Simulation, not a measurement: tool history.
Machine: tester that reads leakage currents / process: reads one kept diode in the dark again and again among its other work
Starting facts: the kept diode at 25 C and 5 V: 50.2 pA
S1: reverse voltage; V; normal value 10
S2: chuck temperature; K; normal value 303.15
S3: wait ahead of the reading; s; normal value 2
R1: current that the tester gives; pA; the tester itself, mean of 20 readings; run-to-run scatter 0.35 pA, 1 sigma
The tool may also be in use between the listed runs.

run 1 hour=0 | S1=10 S2=303.15 S3=2 | R1=126.71
run 2 hour=54.3 | S1=10 S2=303.15 S3=2 | R1=126.83
run 3 hour=93.6 | S1=10 S2=303.15 S3=2 | R1=126.54
run 4 hour=161.9 | S1=10 S2=303.15 S3=2 | R1=126.88
run 5 hour=226 | S1=5.5 S2=303.15 S3=2 | R1=91.74
run 6 hour=263.8 | S1=5.5 S2=303.15 S3=2 | R1=91.5
run 7 hour=309.4 | S1=5.5 S2=303.15 S3=2 | R1=91.72
run 8 hour=392.7 | S1=10 S2=303.15 S3=2 | R1=126.27
run 9 hour=475.4 | S1=10 S2=303.15 S3=2 | R1=126.27
run 10 hour=551.4 | S1=10 S2=303.15 S3=2 | R1=126.23
run 11 hour=606.3 | S1=1.4 S2=303.15 S3=2 | R1=44.83
run 12 hour=646.8 | S1=10 S2=303.15 S3=2 | R1=126.57
run 13 hour=735.7 | S1=10 S2=303.15 S3=2 | R1=126.48
run 14 hour=821.6 | S1=10 S2=303.15 S3=2 | R1=126.57
run 15 hour=904.5 | S1=10 S2=303.15 S3=2 | R1=126.16
run 16 hour=965 | S1=10 S2=300.15 S3=2 | R1=98.89
run 17 hour=1053.9 | S1=10 S2=300.15 S3=2 | R1=98.66
run 18 hour=1111.1 | S1=10 S2=300.15 S3=2 | R1=98.8
-- hour=1121.8 probe card cleaned and baked
run 19 hour=1169 | S1=10 S2=300.15 S3=2 | R1=82.69
run 20 hour=1254.1 | S1=10 S2=300.15 S3=2 | R1=82.25
run 21 hour=1311.7 | S1=10 S2=300.15 S3=2 | R1=82.31
run 22 hour=1351.8 | S1=10 S2=300.15 S3=2 | R1=82.31
run 23 hour=1439.7 | S1=10 S2=300.15 S3=2 | R1=81.97
run 24 hour=1505.5 | S1=3.4 S2=300.15 S3=0.31 | R1=51.02
run 25 hour=1544.5 | S1=5.8 S2=298.15 S3=4.17 | R1=51.56
run 26 hour=1618.5 | S1=4.1 S2=303.15 S3=1.94 | R1=69.64
-- hour=1631.8 chuck's temperature calibrated
run 27 hour=1707.4 | S1=10.8 S2=297.15 S3=3.91 | R1=70.88
run 28 hour=1767.5 | S1=10.8 S2=297.15 S3=3.91 | R1=70.75
run 29 hour=1844.2 | S1=10.8 S2=297.15 S3=3.91 | R1=70.64
run 30 hour=1925.7 | S1=5.4 S2=303.15 S3=0.74 | R1=89.72
run 31 hour=1992.9 | S1=5.4 S2=303.15 S3=0.74 | R1=89.11
run 32 hour=2044.2 | S1=5.4 S2=303.15 S3=0.74 | R1=88.51
run 33 hour=2128.2 | S1=7.1 S2=332.15 S3=0.58 | R1=1160.22
run 34 hour=2196.6 | S1=10 S2=297.15 S3=2 | R1=68.87
run 35 hour=2280.8 | S1=4 S2=323.15 S3=0.58 | R1=425.22
run 36 hour=2345.1 | S1=4 S2=293.15 S3=0.51 | R1=31.69
run 37 hour=2415.6 | S1=11.7 S2=293.15 S3=0.31 | R1=63.97
run 38 hour=2464.8 | S1=1.1 S2=303.15 S3=2 | R1=39.64
run 39 hour=2516.1 | S1=10 S2=303.15 S3=7.92 | R1=116.81

A few steps of R1 between consecutive runs. Split each: what settings, incoming material and random variation would produce without the hidden state, and what is left over for the hidden state, along with gauge scatter present in only one of the two compared results (measured, and without hidden state):
Hidden conditions of the tool in this case: stray current of the dirty probe card, pA a volt; current scale over the true one, %; true chuck temperature over the reading, C; drift of the gauge itself on leakage_pa, %.
Run 10 -> 11: S1 10 -> 1.4. R1 -81.4 pA: hidden state -10.81, all else -70.59.
Run 11 -> 12: S1 1.4 -> 10. R1 +81.74 pA: hidden state +10.75, all else +70.99.
Run 18 -> 19: probe card cleaned and baked. R1 -16.11 pA: hidden state -16.83, all else +0.72.
Run 32 -> 33: S1 5.4 -> 7.1, S2 303.15 -> 332.15, S3 0.74 -> 0.58. R1 +1071.71 pA: hidden state +6.78, all else +1064.93.
Run 33 -> 34: S1 7.1 -> 10, S2 332.15 -> 297.15, S3 0.58 -> 2. R1 -1091.35 pA: hidden state -5.59, all else -1085.76.
Run 35 -> 36: S2 323.15 -> 293.15, S3 0.58 -> 0.51. R1 -393.53 pA: hidden state -0.26, all else -393.27.
